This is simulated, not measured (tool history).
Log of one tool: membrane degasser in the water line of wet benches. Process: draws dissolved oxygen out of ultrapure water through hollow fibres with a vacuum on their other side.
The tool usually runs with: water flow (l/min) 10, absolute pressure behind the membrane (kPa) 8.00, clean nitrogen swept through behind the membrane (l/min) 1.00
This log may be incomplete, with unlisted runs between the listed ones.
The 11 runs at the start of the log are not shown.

run    hour  water flow (l/min)  absolute pressure behind the membrane (kPa)  clean nitrogen swept through behind the membrane (l/min)  hours since the membrane was changed  hours since the vacuum gauge was calibrated  hours since the vacuum lines were made tight  dissolved oxygen in the water behind the degasser (ppb)  pressure that the water loses in the fibres (kPa)
 12   564.9                  10                                         8.00                                                      0.46                                  1593                                         3058                                          4131                                                    228.4                                              63.33
 13   636.2                  10                                         8.98                                                      0.46                                  1665                                         3129                                          4202                                                    272.8                                              63.45
 14   715.4                  10                                         8.98                                                      0.46                                  1744                                         3208                                          4281                                                    274.8                                              63.62
 15   789.5                  10                                         8.00                                                      1.00                                  1818                                         3282                                          4356                                                    115.7                                              63.31
 16   849.7                  10                                         8.00                                                      1.00                                  1878                                         3342                                          4416                                                    117.5                                              63.68
 17   888.1                   8                                        16.10                                                      2.94                                  1917                                         3381                                          4454                                                     87.7                                              51.12
 18   961.9                   8                                        16.10                                                      2.94                                  1990                                         3455                                          4528                                                     87.5                                              51.00
 19  1023.3                   8                                        16.10                                                      2.94                                  2052                                         3516                                          4589                                                     88.7                                              50.98
 20  1075.5                   9                                         8.00                                                      1.00                                  2104                                         3568                                          4642                                                    104.1                                              57.10
 21  1151.4                   9                                         8.00                                                      1.00                                  2180                                         3644                                          4717                                                    105.3                                              57.58
 22  1214.5                   9                                         8.00                                                      1.00                                  2243                                         3707                                          4781                                                    103.7                                              57.13
 23  1289.7                   9                                         8.00                                                      1.00                                  2318                                         3782                                          4856                                                    105.3                                              57.22
 24  1340.5                   9                                         8.00                                                      1.00                                  2369                                         3833                                          4907                                                    104.9                                              56.96
 25  1410.7                   9                                         8.00                                                      1.29                                  2439                                         3903                                          4977                                                     83.0                                              57.24
 26  1448.5                   9                                         8.00                                                      1.29                                  2477                                         3941                                          5015                                                     83.2                                              57.66
 27  1488.4                  13                                         8.00                                                      1.00                                  2517                                         3981                                          5054                                                    150.9                                              83.09
 28  1559.2                  11                                         4.95                                                      0.71                                  2588                                         4052                                          5125                                                     66.2                                              70.07
 29  1602.7                   8                                         8.00                                                      1.00                                  2631                                         4095                                          5169                                                     93.2                                              51.08
 30  1644.5                   6                                         8.00                                                      1.00                                  2673                                         4137                                          5211                                                     69.9                                              37.97
 31  1713.9                   6                                         8.00                                                      1.00                                  2742                                         4207                                          5280                                                     71.7                                              38.21

Alternative continuations, all from the tool just after run 31; predict every row:
  A  1758.2                   6                                         8.00                                                      0.52                                  2787                                         4251                                          5324                                                        ?                                                  ?
  B  1758.2                   9                                         8.00                                                      1.35                                  2787                                         4251                                          5324                                                        ?                                                  ?
  C  1758.2                  16                                         8.00                                                      2.75                                  2787                                         4251                                          5324                                                        ?                                                  ?
  D  1758.2                  10                                         8.00                                                      1.00                                  2787                                         4251                                          5324                                                        ?                                                  ?
  E  1758.2                   8                                         8.00                                                      1.00                                  2787                                         4251                                          5324                                                        ?                                                  ?

run  dissolved oxygen in the water behind the degasser (ppb)  pressure that the water loses in the fibres (kPa)
  A                                                    129.4                                              38.27
  B                                                     79.6                                              57.80
  C                                                     80.1                                             101.59
  D                                                    116.0                                              63.89
  E                                                     93.3                                              50.92
Had the tool no hidden state, the same runs would have come out as:
run  dissolved oxygen in the water behind the degasser (ppb)  pressure that the water loses in the fibres (kPa)
  A                                                    129.2                                              38.26
  B                                                     79.5                                              57.78
  C                                                     80.0                                             101.57
  D                                                    115.8                                              63.88
  E                                                     93.1                                              50.91

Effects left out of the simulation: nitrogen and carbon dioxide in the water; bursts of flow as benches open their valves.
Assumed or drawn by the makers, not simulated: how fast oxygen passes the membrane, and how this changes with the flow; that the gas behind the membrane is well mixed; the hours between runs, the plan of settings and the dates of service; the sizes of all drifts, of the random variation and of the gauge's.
